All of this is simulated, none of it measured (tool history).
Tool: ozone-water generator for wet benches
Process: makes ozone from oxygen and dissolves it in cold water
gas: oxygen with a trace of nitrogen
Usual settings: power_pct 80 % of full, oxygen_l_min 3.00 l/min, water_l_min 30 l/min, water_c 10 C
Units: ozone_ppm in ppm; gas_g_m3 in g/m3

| run | hour | power_pct | oxygen_l_min | water_l_min | water_c | ozone_ppm | gas_g_m3 |
|---|---|---|---|---|---|---|---|
| 1 | 0.0 | 80 | 3.00 | 30 | 10 | 14.3 | 269.4 |
| 2 | 30.0 | 80 | 3.00 | 30 | 10 | 14.1 | 270.6 |
| 3 | 53.1 | 80 | 3.00 | 41 | 10 | 10.3 | 270.7 |
| 4 | 95.3 | 80 | 2.69 | 30 | 10 | 13.9 | 288.9 |
| 5 | 128.8 | 80 | 3.00 | 18 | 10 | 23.1 | 266.4 |
| 6 | 167.3 | 80 | 3.00 | 18 | 10 | 22.7 | 272.0 |
| 7 | 214.4 | 80 | 3.00 | 18 | 10 | 22.9 | 269.1 |
| 8 | 251.7 | 80 | 3.00 | 18 | 10 | 22.8 | 270.8 |
| 9 | 282.1 | 42 | 3.00 | 30 | 10 | 9.7 | 185.0 |
| 10 | 328.2 | 42 | 3.00 | 30 | 10 | 9.4 | 186.4 |
| 11 | 356.9 | 44 | 3.00 | 33 | 10 | 9.0 | 190.0 |
| 12 | 376.1 | 44 | 2.09 | 21 | 10 | 12.8 | 235.3 |
| 13 | 419.1 | 99 | 5.01 | 20 | 11 | 24.3 | 226.2 |
| 14 | 441.7 | 80 | 3.66 | 21 | 5 | 21.3 | 242.8 |
| 15 | 463.0 | 80 | 1.85 | 42 | 7 | 8.6 | 363.5 |
| 16 | 508.2 | 80 | 2.61 | 23 | 7 | 18.2 | 298.8 |

Forecast run 17:
| 17 | 538.9 | 80 | 2.61 | 23 | 7 | ? | ? |

{"run 17": {"ozone_ppm": 18.3, "gas_g_m3": 297.3}}
Without the tool's hidden state the same run would have given ozone_ppm 18.3 ppm, gas_g_m3 293.9 g/m3.

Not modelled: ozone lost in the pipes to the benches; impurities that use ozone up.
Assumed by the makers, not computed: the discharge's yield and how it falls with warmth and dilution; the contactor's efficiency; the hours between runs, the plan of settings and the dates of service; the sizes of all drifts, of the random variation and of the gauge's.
